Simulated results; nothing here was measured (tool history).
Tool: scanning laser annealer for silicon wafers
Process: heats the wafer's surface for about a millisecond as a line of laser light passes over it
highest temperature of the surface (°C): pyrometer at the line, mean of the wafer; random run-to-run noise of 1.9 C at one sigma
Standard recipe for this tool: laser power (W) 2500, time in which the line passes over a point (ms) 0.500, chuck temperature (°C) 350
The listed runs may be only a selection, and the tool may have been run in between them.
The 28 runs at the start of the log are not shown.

run,hour,laser power (W),time in which the line passes over a point (ms),chuck temperature (°C),hours of work since the window was cleaned,hours of work since the power meter was calibrated,hours of work since the optics were aligned,highest temperature of the surface (°C)
29,289.2,2142,0.500,353,573,144,805,992
30,301.7,2749,0.430,353,579,150,811,1172
31,310.5,2500,0.500,324,583,154,815,1109
32,323.5,2500,0.500,324,589,160,821,1108
33,331.7,2500,0.462,324,593,164,825,1072
34,346.6,2500,0.462,324,600,171,832,1072
35,360.4,2408,0.485,373,606,177,838,1106
36,375.6,2639,0.430,350,613,185,845,1123
37,389.8,2639,0.430,350,620,191,852,1123
38,398.6,2182,0.352,363,624,195,856,898
39,411.6,2263,0.404,334,630,201,862,938
40,420.2,2311,0.435,334,634,205,866,982
41,434.4,2311,0.435,334,641,212,873,984
42,449.1,2612,0.372,390,648,219,880,1089

Alternative continuations, all from the tool just after run 42; predict every row:
A,457.9,2405,0.557,372,652,223,884,?
B,457.9,2612,0.360,380,652,223,884,?
C,457.9,2275,0.500,350,652,223,884,?

run,highest temperature of the surface (°C)
A,1160
B,1063
C,1032
Take away the tool's hidden state, keep each run's random variation, and the runs would have read:
run,highest temperature of the surface (°C)
A,1222
B,1117
C,1086
